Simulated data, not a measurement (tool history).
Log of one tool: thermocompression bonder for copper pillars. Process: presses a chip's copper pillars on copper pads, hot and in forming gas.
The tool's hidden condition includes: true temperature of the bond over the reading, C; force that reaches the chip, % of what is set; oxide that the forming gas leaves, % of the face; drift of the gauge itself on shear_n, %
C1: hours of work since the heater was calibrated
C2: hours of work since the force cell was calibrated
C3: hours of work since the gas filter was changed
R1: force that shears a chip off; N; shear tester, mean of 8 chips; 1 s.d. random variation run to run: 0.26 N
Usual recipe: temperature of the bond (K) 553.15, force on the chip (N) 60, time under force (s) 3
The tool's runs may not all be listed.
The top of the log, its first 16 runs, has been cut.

run 17 hour=191.2 | temperature_of_the_bond_(K)=553.15 force_on_the_chip_(N)=60 time_under_force_(s)=3 | C1=1074 C2=529 C3=381 | R1=57.7
-- hour=193.8 force cell calibrated
run 18 hour=204.2 | temperature_of_the_bond_(K)=553.15 force_on_the_chip_(N)=60 time_under_force_(s)=3 | C1=1081 C2=7 C3=389 | R1=58.5
run 19 hour=213 | temperature_of_the_bond_(K)=553.15 force_on_the_chip_(N)=60 time_under_force_(s)=2 | C1=1087 C2=12 C3=394 | R1=51.3
run 20 hour=222.2 | temperature_of_the_bond_(K)=553.15 force_on_the_chip_(N)=60 time_under_force_(s)=2 | C1=1093 C2=18 C3=400 | R1=51.1
run 21 hour=238.4 | temperature_of_the_bond_(K)=553.15 force_on_the_chip_(N)=60 time_under_force_(s)=2 | C1=1103 C2=29 C3=411 | R1=51.1
run 22 hour=249.9 | temperature_of_the_bond_(K)=553.15 force_on_the_chip_(N)=60 time_under_force_(s)=2 | C1=1111 C2=36 C3=418 | R1=50.8
-- hour=257 force cell calibrated, once more
run 23 hour=266.9 | temperature_of_the_bond_(K)=567.15 force_on_the_chip_(N)=77 time_under_force_(s)=4 | C1=1121 C2=6 C3=428 | R1=76.2
run 24 hour=283.6 | temperature_of_the_bond_(K)=567.15 force_on_the_chip_(N)=77 time_under_force_(s)=4 | C1=1131 C2=17 C3=439 | R1=76
run 25 hour=294.3 | temperature_of_the_bond_(K)=567.15 force_on_the_chip_(N)=77 time_under_force_(s)=4 | C1=1138 C2=24 C3=445 | R1=75.9
run 26 hour=304.5 | temperature_of_the_bond_(K)=544.15 force_on_the_chip_(N)=60 time_under_force_(s)=3 | C1=1145 C2=31 C3=452 | R1=50.7
-- hour=310.2 forming gas filter changed
run 27 hour=317.1 | temperature_of_the_bond_(K)=541.15 force_on_the_chip_(N)=60 time_under_force_(s)=5 | C1=1152 C2=38 C3=4 | R1=63.8
run 28 hour=329.4 | temperature_of_the_bond_(K)=541.15 force_on_the_chip_(N)=60 time_under_force_(s)=5 | C1=1160 C2=46 C3=12 | R1=64.6
run 29 hour=338 | temperature_of_the_bond_(K)=541.15 force_on_the_chip_(N)=60 time_under_force_(s)=4 | C1=1166 C2=52 C3=18 | R1=60
run 30 hour=349.7 | temperature_of_the_bond_(K)=583.15 force_on_the_chip_(N)=39 time_under_force_(s)=4 | C1=1173 C2=59 C3=25 | R1=76.8
run 31 hour=360.5 | temperature_of_the_bond_(K)=583.15 force_on_the_chip_(N)=37 time_under_force_(s)=8 | C1=1180 C2=66 C3=32 | R1=85.9
run 32 hour=367.9 | temperature_of_the_bond_(K)=536.15 force_on_the_chip_(N)=63 time_under_force_(s)=5 | C1=1185 C2=71 C3=37 | R1=61.2
run 33 hour=378.2 | temperature_of_the_bond_(K)=536.15 force_on_the_chip_(N)=63 time_under_force_(s)=5 | C1=1191 C2=77 C3=44 | R1=61.2
run 34 hour=390.1 | temperature_of_the_bond_(K)=528.15 force_on_the_chip_(N)=48 time_under_force_(s)=3 | C1=1199 C2=85 C3=51 | R1=39.2
run 35 hour=401.1 | temperature_of_the_bond_(K)=580.15 force_on_the_chip_(N)=64 time_under_force_(s)=2 | C1=1206 C2=92 C3=58 | R1=76
run 36 hour=409.5 | temperature_of_the_bond_(K)=574.15 force_on_the_chip_(N)=65 time_under_force_(s)=2 | C1=1212 C2=97 C3=64 | R1=72.3
run 37 hour=421.4 | temperature_of_the_bond_(K)=535.15 force_on_the_chip_(N)=65 time_under_force_(s)=2 | C1=1219 C2=105 C3=71 | R1=45
run 38 hour=430.1 | temperature_of_the_bond_(K)=535.15 force_on_the_chip_(N)=64 time_under_force_(s)=5 | C1=1225 C2=111 C3=77 | R1=60.2
run 39 hour=441.6 | temperature_of_the_bond_(K)=553.15 force_on_the_chip_(N)=60 time_under_force_(s)=2 | C1=1232 C2=118 C3=84 | R1=55

3 options for the next run, each taken on its own from the tool as it stands now. Forecast them:
run A hour=451 | temperature_of_the_bond_(K)=553.15 force_on_the_chip_(N)=46 time_under_force_(s)=2 | C1=1238 C2=124 C3=90 | R1=?
run B hour=451 | temperature_of_the_bond_(K)=553.15 force_on_the_chip_(N)=60 time_under_force_(s)=2 | C1=1238 C2=124 C3=90 | R1=?
run C hour=451 | temperature_of_the_bond_(K)=564.15 force_on_the_chip_(N)=57 time_under_force_(s)=2 | C1=1238 C2=124 C3=90 | R1=?

run=A R1=48
run=B R1=55.2
run=C R1=61.4
Stripped of hidden state, with their random variation kept, the same runs would have yielded:
run=A R1=45.6
run=B R1=52.7
run=C R1=59.1
